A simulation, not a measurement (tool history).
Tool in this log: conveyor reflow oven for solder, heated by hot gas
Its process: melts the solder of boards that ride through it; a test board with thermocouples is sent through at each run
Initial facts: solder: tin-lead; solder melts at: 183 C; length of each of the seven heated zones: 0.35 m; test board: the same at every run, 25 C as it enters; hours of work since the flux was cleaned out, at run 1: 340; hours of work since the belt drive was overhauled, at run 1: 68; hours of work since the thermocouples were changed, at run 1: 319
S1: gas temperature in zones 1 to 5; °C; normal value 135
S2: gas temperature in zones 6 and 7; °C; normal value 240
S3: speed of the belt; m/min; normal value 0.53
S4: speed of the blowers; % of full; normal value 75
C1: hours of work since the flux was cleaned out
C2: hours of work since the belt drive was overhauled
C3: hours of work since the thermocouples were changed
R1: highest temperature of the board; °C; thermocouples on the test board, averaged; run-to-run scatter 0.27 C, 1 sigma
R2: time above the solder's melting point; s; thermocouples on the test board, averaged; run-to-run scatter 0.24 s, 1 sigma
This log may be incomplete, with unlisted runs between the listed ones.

Run 1, hour 0: usual settings; C1 340; C2 68; C3 319. Result: R1 216.6 °C, R2 56.8 s.
Run 2, hour 17.2: usual settings but S4 89 % of full; C1 351; C2 79; C3 330. Result: R1 219.4 °C, R2 59.7 s.
Run 3, hour 41.1: usual settings; C1 366; C2 95; C3 345. Result: R1 216.6 °C, R2 56.9 s.
Run 4, hour 56.5: usual settings; C1 376; C2 104; C3 355. Result: R1 216.6 °C, R2 56.8 s.
Run 5, hour 74.7: usual settings; C1 387; C2 116; C3 366. Result: R1 216.3 °C, R2 56.7 s.
Run 6, hour 95.6: usual settings; C1 400; C2 129; C3 380. Result: R1 216.4 °C, R2 56.7 s.
Run 7, hour 112.3: usual settings; C1 411; C2 140; C3 390. Result: R1 216.7 °C, R2 56.3 s.
Run 8, hour 133.9: usual settings but S1 147 °C, S2 246 °C, S3 0.476 m/min, S4 68 % of full; C1 425; C2 154; C3 404. Result: R1 225.7 °C, R2 76.7 s.
At hour 140.3: flux residue cleaned out of gas plates and filters.
Run 9, hour 154.8: usual settings but S2 253 °C; C1 9; C2 164; C3 414. Result: R1 225.4 °C, R2 64.1 s.
Run 10, hour 166.8: usual settings but S1 140 °C, S2 230 °C, S3 0.424 m/min, S4 68 % of full; C1 17; C2 171; C3 422. Result: R1 213.3 °C, R2 72.5 s.
Run 11, hour 187.4: usual settings but S1 140 °C, S2 244 °C, S3 0.509 m/min, S4 59 % of full; C1 30; C2 184; C3 435. Result: R1 216.9 °C, R2 61.4 s.
Run 12, hour 205.4: usual settings but S2 254 °C, S3 0.484 m/min; C1 41; C2 196; C3 446. Result: R1 230.3 °C, R2 73.9 s.
Run 13, hour 223.5: usual settings but S2 254 °C, S3 0.484 m/min; C1 53; C2 207; C3 458. Result: R1 230.4 °C, R2 73.7 s.
Run 14, hour 233.4: usual settings but S2 251 °C; C1 59; C2 214; C3 464. Result: R1 224 °C, R2 62 s.

Alternative continuations, all from the tool just after run 14; predict every row:
Run A, hour 253: usual settings but S2 241 °C, S3 0.49 m/min, S4 56 % of full; C1 72; C2 226; C3 476. Result: R1 ?, R2 ?.
Run B, hour 253: usual settings but S1 129 °C, S2 230 °C, S3 0.475 m/min; C1 72; C2 226; C3 476. Result: R1 ?, R2 ?.
Run C, hour 253: usual settings but S1 131 °C, S2 251 °C; C1 72; C2 226; C3 476. Result: R1 ?, R2 ?.

run     R1    R2
  A  213.8  58.8
  B  208.6  53.6
  C  222.7  60.4
Without the tool's hidden state the same runs would have given:
run     R1    R2
  A  218.3  63.2
  B  213.2  59.1
  C  228.1  64.1
